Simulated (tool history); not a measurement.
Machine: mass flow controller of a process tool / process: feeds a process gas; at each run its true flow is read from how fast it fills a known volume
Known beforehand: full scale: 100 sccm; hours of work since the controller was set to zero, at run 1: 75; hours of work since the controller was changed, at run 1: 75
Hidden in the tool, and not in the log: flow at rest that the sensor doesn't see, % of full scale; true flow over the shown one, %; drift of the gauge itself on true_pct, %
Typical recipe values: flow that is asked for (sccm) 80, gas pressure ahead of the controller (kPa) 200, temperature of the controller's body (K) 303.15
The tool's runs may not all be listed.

run    hour  flow that is asked for (sccm)  gas pressure ahead of the controller (kPa)  temperature of the controller's body (K)  hours of work since the controller was set to zero  hours of work since the controller was changed  true flow (%)
  1     0.0                             80                                         200                                    303.15                                                  75                                              75          99.96
  2   228.1                             80                                         200                                    303.15                                                 184                                             184         100.02
  3   488.8                             80                                         200                                    303.15                                                 309                                             309         100.03
  4   625.1                             80                                         200                                    303.15                                                 374                                             374          99.91
  5   828.1                             80                                         200                                    303.15                                                 471                                             471          99.97
  6  1125.1                             80                                         200                                    303.15                                                 613                                             613          99.97
  7  1339.3                             21                                         200                                    301.15                                                 716                                             716          98.82
  8  1504.6                             21                                         200                                    301.15                                                 795                                             795          98.93
  9  1695.1                             21                                         200                                    301.15                                                 886                                             886          98.80
 10  2008.0                             17                                         244                                    303.15                                                1035                                            1035          98.76

Estimate the outcome of run 11 from the log above:
 11  2204.8                             17                                         242                                    308.15                                                1129                                            1129              ?

Run 11 came out at true flow (%) 99.15.
With no hidden state in the tool, this same run would have given true flow (%) 99.15.
